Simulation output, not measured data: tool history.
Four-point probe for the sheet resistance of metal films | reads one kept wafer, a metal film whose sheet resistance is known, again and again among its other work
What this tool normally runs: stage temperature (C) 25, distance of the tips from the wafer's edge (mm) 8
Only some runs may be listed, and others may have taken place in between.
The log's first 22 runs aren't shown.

run,hour,stage temperature (C),distance of the tips from the wafer's edge (mm),touches since the probe head was changed,hours of work since the stage's thermometer was calibrated,sheet resistance as the instrument gives it (ohm/square)
23,824.8,21,5,117459,959,23.942125
24,875.0,21,5,119925,996,23.965533
25,915.1,26,8,121896,1024,23.955940
26,941.3,28,43,123182,1043,23.928429
27,973.4,21,6,124760,1067,23.905199
28,1009.9,27,8,126552,1093,23.962018
29,1061.4,31,36,129083,1130,23.979795
30,1085.4,22,65,130261,1148,23.846251
31,1142.3,33,21,133056,1189,24.019225
32,1198.6,20,9,135825,1229,23.853825
33,1254.0,20,9,138547,1269,23.855703
34,1283.9,20,9,140017,1291,23.864524
35,1317.3,22,8,141656,1315,23.895684
36,1351.6,26,18,143340,1340,23.928759
37,1405.2,27,7,145974,1379,23.987915
38,1438.1,27,7,147591,1402,23.992132
39,1461.1,22,6,148723,1419,23.940392
40,1487.4,21,9,150016,1438,23.871647
41,1513.5,23,71,151296,1457,23.861059
42,1553.8,23,71,153277,1486,23.878072
43,1599.9,22,19,155543,1519,23.862678
44,1636.1,20,6,157319,1545,23.915662

Each row is a separate what-if for the run after 44, all from the same tool condition, not one after another. Results?
A,1674.2,25,9,159191,1573,?
B,1674.2,20,21,159191,1573,?
C,1674.2,20,9,159191,1573,?
D,1674.2,25,11,159191,1573,?
E,1674.2,21,8,159191,1573,?

run,sheet resistance as the instrument gives it (ohm/square)
A,23.940245
B,23.836069
C,23.862999
D,23.924597
E,23.885034
With the hidden condition removed and each run's random variation left untouched, the same runs would have given:
run,sheet resistance as the instrument gives it (ohm/square)
A,23.658332
B,23.555825
C,23.582470
D,23.642856
E,23.604160

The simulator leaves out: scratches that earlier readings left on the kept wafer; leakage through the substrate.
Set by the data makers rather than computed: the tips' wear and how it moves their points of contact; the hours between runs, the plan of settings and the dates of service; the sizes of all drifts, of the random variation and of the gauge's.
